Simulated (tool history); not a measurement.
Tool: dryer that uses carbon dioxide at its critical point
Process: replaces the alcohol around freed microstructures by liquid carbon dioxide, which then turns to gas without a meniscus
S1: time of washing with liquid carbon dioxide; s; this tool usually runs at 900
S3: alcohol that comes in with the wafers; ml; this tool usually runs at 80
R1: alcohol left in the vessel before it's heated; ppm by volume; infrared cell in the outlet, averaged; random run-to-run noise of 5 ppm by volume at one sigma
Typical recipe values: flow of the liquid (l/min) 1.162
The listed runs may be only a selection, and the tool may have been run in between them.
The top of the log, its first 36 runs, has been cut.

Run 37, hour 546.8: usual settings but S1 1200 s, S3 56 ml. Result: R1 63 ppm by volume.
Run 38, hour 559.8: usual settings but S3 25 ml. Result: R1 72 ppm by volume.
Run 39, hour 579.6: usual settings but S1 660 s, S3 51 ml. Result: R1 155 ppm by volume.
Run 40, hour 598.2: usual settings but S1 540 s, flow of the liquid (l/min) 1.53, S3 25 ml. Result: R1 108 ppm by volume.
Run 41, hour 610.9: usual settings but S1 660 s, flow of the liquid (l/min) 1.9. Result: R1 77 ppm by volume.
Run 42, hour 628.3: usual settings but S1 660 s, flow of the liquid (l/min) 1, S3 95 ml. Result: R1 456 ppm by volume.
Run 43, hour 645.4: usual settings but S1 660 s, flow of the liquid (l/min) 1, S3 95 ml. Result: R1 447 ppm by volume.
Run 44, hour 663.2: usual settings but S1 1200 s, flow of the liquid (l/min) 1.34, S3 44 ml. Result: R1 78 ppm by volume.
Run 45, hour 676.9: usual settings but S1 1200 s, flow of the liquid (l/min) 1.34, S3 44 ml. Result: R1 68 ppm by volume.
Run 46, hour 693.7: usual settings but S1 1080 s, flow of the liquid (l/min) 0.8, S3 67 ml. Result: R1 136 ppm by volume.
Run 47, hour 709.2: usual settings but flow of the liquid (l/min) 1.33, S3 70 ml. Result: R1 85 ppm by volume.

Forecast each of these 3 alternatives for the next run:
Run A, hour 722.8: usual settings but S1 600 s, flow of the liquid (l/min) 1.7, S3 27 ml. Result: R1 ?.
Run B, hour 722.8: usual settings but S1 600 s, S3 38 ml. Result: R1 ?.
Run C, hour 722.8: usual settings but flow of the liquid (l/min) 1.66, S3 70 ml. Result: R1 ?.

run   R1
  A   82
  B  196
  C   79
What these runs would have given with no unlogged condition in the tool:
run   R1
  A    3
  B  105
  C    4

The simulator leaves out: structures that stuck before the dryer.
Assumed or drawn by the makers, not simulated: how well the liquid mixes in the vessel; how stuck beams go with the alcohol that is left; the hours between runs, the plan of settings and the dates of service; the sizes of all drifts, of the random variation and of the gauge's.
